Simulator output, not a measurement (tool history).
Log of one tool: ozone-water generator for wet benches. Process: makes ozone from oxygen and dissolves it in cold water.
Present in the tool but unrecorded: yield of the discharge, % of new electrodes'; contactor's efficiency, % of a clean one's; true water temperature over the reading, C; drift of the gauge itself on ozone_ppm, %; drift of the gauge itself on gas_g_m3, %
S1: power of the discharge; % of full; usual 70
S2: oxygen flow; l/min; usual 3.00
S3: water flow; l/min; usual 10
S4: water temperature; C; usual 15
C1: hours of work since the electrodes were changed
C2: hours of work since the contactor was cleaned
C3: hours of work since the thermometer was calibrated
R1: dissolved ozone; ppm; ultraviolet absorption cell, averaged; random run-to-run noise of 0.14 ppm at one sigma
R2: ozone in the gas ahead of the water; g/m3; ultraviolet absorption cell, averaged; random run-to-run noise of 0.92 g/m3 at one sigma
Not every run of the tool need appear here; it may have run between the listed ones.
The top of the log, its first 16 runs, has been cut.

run 17 hour=1203.3 | S1=49 S2=3.00 S3=10 S4=15 | C1=2508 C2=5948 C3=3942 | R1=12.0 R2=123.5
run 18 hour=1303.0 | S1=49 S2=3.00 S3=10 S4=15 | C1=2579 C2=6019 C3=4012 | R1=12.0 R2=124.5
run 19 hour=1375.3 | S1=55 S2=3.14 S3=14 S4=17 | C1=2631 C2=6070 C3=4064 | R1=9.2 R2=129.7
run 20 hour=1426.8 | S1=55 S2=3.14 S3=14 S4=17 | C1=2667 C2=6107 C3=4100 | R1=9.3 R2=127.9
run 21 hour=1474.5 | S1=60 S2=1.84 S3=14 S4=19 | C1=2701 C2=6141 C3=4134 | R1=9.2 R2=185.6
run 22 hour=1529.7 | S1=95 S2=2.92 S3=9 S4=20 | C1=2740 C2=6180 C3=4173 | R1=17.6 R2=181.6
run 23 hour=1586.2 | S1=95 S2=2.92 S3=9 S4=20 | C1=2780 C2=6220 C3=4214 | R1=17.5 R2=181.9
-- hour=1597.4 contactor cleaned
run 24 hour=1673.3 | S1=95 S2=2.92 S3=9 S4=20 | C1=2839 C2=54 C3=4273 | R1=17.3 R2=181.8
-- hour=1744.1 contactor cleaned, once more
run 25 hour=1747.0 | S1=95 S2=2.18 S3=9 S4=20 | C1=2889 C2=2 C3=4322 | R1=18.7 R2=215.8
run 26 hour=1835.8 | S1=57 S2=4.15 S3=10 S4=15 | C1=2952 C2=65 C3=4385 | R1=13.1 R2=110.1
run 27 hour=1892.2 | S1=77 S2=4.15 S3=13 S4=15 | C1=2992 C2=105 C3=4425 | R1=12.6 R2=131.0
-- hour=1945.0 water thermometer calibrated
run 28 hour=1945.0 | S1=63 S2=4.15 S3=13 S4=8 | C1=3029 C2=142 C3=0 | R1=12.4 R2=116.5
run 29 hour=2037.0 | S1=63 S2=4.15 S3=13 S4=8 | C1=3095 C2=208 C3=65 | R1=12.4 R2=115.3
run 30 hour=2132.2 | S1=64 S2=4.15 S3=13 S4=8 | C1=3162 C2=275 C3=133 | R1=12.6 R2=117.9
run 31 hour=2186.5 | S1=70 S2=4.47 S3=10 S4=7 | C1=3201 C2=314 C3=172 | R1=16.7 R2=118.1
run 32 hour=2246.5 | S1=40 S2=1.53 S3=10 S4=15 | C1=3243 C2=356 C3=214 | R1=11.0 R2=161.3

Below are 3 alternative next runs, each starting from the tool's condition after run 32. Predict each:
run A hour=2330.1 | S1=41 S2=1.53 S3=7 S4=17 | C1=3303 C2=416 C3=274 | R1=? R2=?
run B hour=2330.1 | S1=75 S2=1.53 S3=12 S4=15 | C1=3303 C2=416 C3=274 | R1=? R2=?
run C hour=2330.1 | S1=70 S2=4.87 S3=8 S4=15 | C1=3303 C2=416 C3=274 | R1=? R2=?

run=A R1=14.7 R2=164.9
run=B R1=12.8 R2=231.5
run=C R1=16.5 R2=111.6
With the hidden condition removed and each run's random variation left untouched, the same runs would have given:
run=A R1=15.2 R2=168.9
run=B R1=13.4 R2=240.1
run=C R1=17.2 R2=115.6

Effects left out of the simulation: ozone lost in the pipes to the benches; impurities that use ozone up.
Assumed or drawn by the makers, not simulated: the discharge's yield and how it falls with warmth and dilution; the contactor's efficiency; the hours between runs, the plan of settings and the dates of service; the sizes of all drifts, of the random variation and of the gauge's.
